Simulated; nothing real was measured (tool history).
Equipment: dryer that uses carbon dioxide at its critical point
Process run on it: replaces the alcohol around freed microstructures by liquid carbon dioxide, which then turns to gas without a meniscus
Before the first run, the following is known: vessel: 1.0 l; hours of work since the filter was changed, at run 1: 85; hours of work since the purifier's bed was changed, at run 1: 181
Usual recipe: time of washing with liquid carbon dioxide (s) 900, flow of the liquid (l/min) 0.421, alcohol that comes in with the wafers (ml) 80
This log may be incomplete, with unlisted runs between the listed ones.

run	hour	time of washing with liquid carbon dioxide (s)	flow of the liquid (l/min)	alcohol that comes in with the wafers (ml)	hours of work since the filter was changed	hours of work since the purifier's bed was changed	alcohol left in the vessel before it's heated (ppm by volume)
1	0.0	900	0.421	80	85	181	298
2	66.4	900	0.421	80	111	207	316
3	115.5	900	0.335	80	130	226	946
4	175.4	900	0.335	80	154	249	996
5	222.4	900	0.421	80	172	268	372
6	256.5	900	0.421	89	185	281	415
7	284.1	900	0.421	89	196	292	428
8	323.4	900	0.421	89	211	307	427
9	384.7	900	0.421	89	235	331	469
10	434.2	1080	0.421	80	254	350	204
# hour 467.4: inlet filter changed
11	480.7	840	0.421	80	5	368	424
12	542.8	600	0.487	80	29	392	1026
13	597.3	600	0.487	80	50	413	1063
14	630.5	600	0.487	80	63	426	1108
15	690.0	960	0.254	24	86	449	682
16	717.8	900	0.622	80	97	460	117
17	764.4	780	0.421	41	115	478	412
18	825.7	720	0.501	43	139	502	320
19	876.1	840	0.692	80	159	521	119
20	906.1	900	0.641	47	170	533	120

Hidden condition of the tool, last listed run before each entry between runs versus first listed run after:
Run 10 -> run 11: inlet filter changed (hour 467.4)
  flow that reaches the vessel past the clogged filter, %: 92 -> 99.5; alcohol in the recycled carbon dioxide, ppm: 71.5 -> 74.8
  measured value less the no-hidden-state value, alcohol left in the vessel before it's heated (ppm by volume): +120 -> +80

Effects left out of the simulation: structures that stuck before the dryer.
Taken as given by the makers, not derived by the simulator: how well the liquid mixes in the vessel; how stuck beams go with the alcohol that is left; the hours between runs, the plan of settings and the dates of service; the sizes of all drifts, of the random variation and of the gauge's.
